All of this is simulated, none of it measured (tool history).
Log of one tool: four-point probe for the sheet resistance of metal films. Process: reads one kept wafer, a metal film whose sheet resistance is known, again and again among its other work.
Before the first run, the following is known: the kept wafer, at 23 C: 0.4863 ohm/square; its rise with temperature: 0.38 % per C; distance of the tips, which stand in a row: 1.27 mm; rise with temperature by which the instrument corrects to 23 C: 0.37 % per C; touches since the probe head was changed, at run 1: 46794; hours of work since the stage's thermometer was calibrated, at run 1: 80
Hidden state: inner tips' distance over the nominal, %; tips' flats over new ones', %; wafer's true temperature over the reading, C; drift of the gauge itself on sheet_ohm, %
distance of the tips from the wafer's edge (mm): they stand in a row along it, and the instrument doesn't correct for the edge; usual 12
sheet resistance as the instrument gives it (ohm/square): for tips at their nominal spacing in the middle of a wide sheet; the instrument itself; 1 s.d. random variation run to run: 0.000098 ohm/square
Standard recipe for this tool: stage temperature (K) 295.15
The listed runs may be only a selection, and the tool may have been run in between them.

| run | hour | stage temperature (K) | distance of the tips from the wafer's edge (mm) | touches since the probe head was changed | hours of work since the stage's thermometer was calibrated | sheet resistance as the instrument gives it (ohm/square) |
|---|---|---|---|---|---|---|
| 1 | 0 | 295.15 | 12 | 46794 | 80 | 0.492015 |
| 2 | 28.3 | 295.15 | 12 | 47593 | 91 | 0.491944 |
| 3 | 77.7 | 295.15 | 12 | 48990 | 111 | 0.492166 |
| 4 | 108.9 | 295.15 | 12 | 49870 | 124 | 0.492164 |
| 5 | 133.3 | 295.15 | 12 | 50558 | 134 | 0.492129 |
|  | 137.5 | stage's thermometer calibrated |
| 6 | 188.1 | 295.15 | 12 | 52093 | 20 | 0.492353 |
| 7 | 211.3 | 295.15 | 12 | 52748 | 30 | 0.492246 |
| 8 | 259.2 | 295.15 | 24 | 54101 | 49 | 0.490301 |
| 9 | 309.6 | 300.15 | 3 | 55525 | 70 | 0.532381 |
| 10 | 340.4 | 292.15 | 4 | 56394 | 82 | 0.514513 |
| 11 | 381.3 | 297.15 | 4 | 57548 | 99 | 0.514729 |
|  | 405.7 | stage's thermometer calibrated, once more |
| 12 | 406 | 307.15 | 37 | 58233 | 0 | 0.490148 |
| 13 | 438.6 | 305.15 | 18 | 59154 | 13 | 0.4914 |
| 14 | 488.3 | 298.15 | 27 | 60557 | 33 | 0.490413 |

4 ways to go on from here, each from the tool as it stands after run 14. What would each give?
| A | 535 | 304.15 | 63 | 61874 | 52 | ? |
| B | 535 | 305.15 | 4 | 61874 | 52 | ? |
| C | 535 | 304.15 | 4 | 61874 | 52 | ? |
| D | 535 | 291.15 | 4 | 61874 | 52 | ? |

| run | sheet resistance as the instrument gives it (ohm/square) |
|---|---|
| A | 0.490144 |
| B | 0.515257 |
| C | 0.515189 |
| D | 0.514675 |
Take away the tool's hidden state, keep each run's random variation, and the runs would have read:
| run | sheet resistance as the instrument gives it (ohm/square) |
|---|---|
| A | 0.486733 |
| B | 0.511686 |
| C | 0.511619 |
| D | 0.511114 |

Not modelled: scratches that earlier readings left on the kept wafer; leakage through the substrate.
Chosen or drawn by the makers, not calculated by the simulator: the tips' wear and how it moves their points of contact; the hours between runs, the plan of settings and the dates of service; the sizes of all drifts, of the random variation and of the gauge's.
